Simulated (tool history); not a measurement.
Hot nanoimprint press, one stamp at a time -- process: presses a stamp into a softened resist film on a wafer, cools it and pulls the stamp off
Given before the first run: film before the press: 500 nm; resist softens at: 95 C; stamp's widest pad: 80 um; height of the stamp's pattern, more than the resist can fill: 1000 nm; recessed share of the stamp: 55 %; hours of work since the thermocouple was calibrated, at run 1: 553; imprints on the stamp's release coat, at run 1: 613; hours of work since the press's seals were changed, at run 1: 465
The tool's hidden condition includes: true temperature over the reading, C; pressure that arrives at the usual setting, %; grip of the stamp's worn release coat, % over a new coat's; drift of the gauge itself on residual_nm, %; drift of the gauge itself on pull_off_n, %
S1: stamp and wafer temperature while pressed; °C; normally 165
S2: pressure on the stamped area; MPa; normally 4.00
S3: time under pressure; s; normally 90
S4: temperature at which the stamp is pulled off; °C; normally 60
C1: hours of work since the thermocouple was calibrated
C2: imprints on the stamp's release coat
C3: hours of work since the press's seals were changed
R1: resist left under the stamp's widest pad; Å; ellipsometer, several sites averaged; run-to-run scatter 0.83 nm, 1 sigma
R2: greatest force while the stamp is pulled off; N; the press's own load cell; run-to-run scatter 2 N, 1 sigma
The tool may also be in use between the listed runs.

run,hour,S1,S2,S3,S4,C1,C2,C3,R1,R2
1,0.0,165,4.00,90,60,553,613,465,2341,91
# hour 16.2: stamp cleaned and given a new release coat
# hour 27.7: plate thermocouple calibrated
2,33.8,165,4.00,90,60,4,56,480,2350,89
3,46.2,165,4.00,70,60,12,104,488,2568,87
4,67.2,165,4.00,129,60,25,184,501,2066,91
5,81.1,165,4.00,129,60,33,237,510,2063,89
6,102.8,165,4.00,129,60,47,321,523,2063,93
7,123.4,165,4.00,129,60,60,399,536,2068,94
8,135.7,165,4.00,129,60,68,446,544,2061,91
9,148.7,165,4.00,90,60,76,496,552,2348,93
10,163.2,165,4.00,90,60,85,552,561,2348,95
11,178.0,165,4.00,90,60,94,608,570,2356,88
# hour 195.5: stamp cleaned and given a new release coat
12,205.0,165,4.00,90,60,107,36,584,2351,94
13,223.5,165,4.00,90,60,119,107,595,2366,93
14,248.2,165,4.00,90,60,134,202,611,2362,95
15,261.3,165,4.00,90,60,143,252,619,2366,92
16,287.2,165,2.95,76,60,159,351,635,2866,89
17,309.7,163,4.00,90,60,173,437,649,2555,89
# hour 329.3: press's hydraulic seals changed and the load cell set to zero
18,338.0,163,4.00,90,60,186,515,5,2543,92
19,363.9,165,4.00,90,53,202,614,22,2355,96
# hour 379.3: stamp cleaned and given a new release coat
20,391.8,174,4.00,90,67,216,47,35,1651,85
21,409.4,172,4.16,106,55,227,115,46,1653,96
22,433.5,157,3.15,67,53,242,207,62,3728,99
23,458.8,165,4.00,90,66,258,304,77,2366,85

Run 24 comes next. What will it give?
24,479.9,165,4.00,90,66,271,384,91,?,?

{"run 24": {"R1": 2367, "R2": 87}}
Without the tool's hidden state the same run would have given R1 2368 Å, R2 87 N.
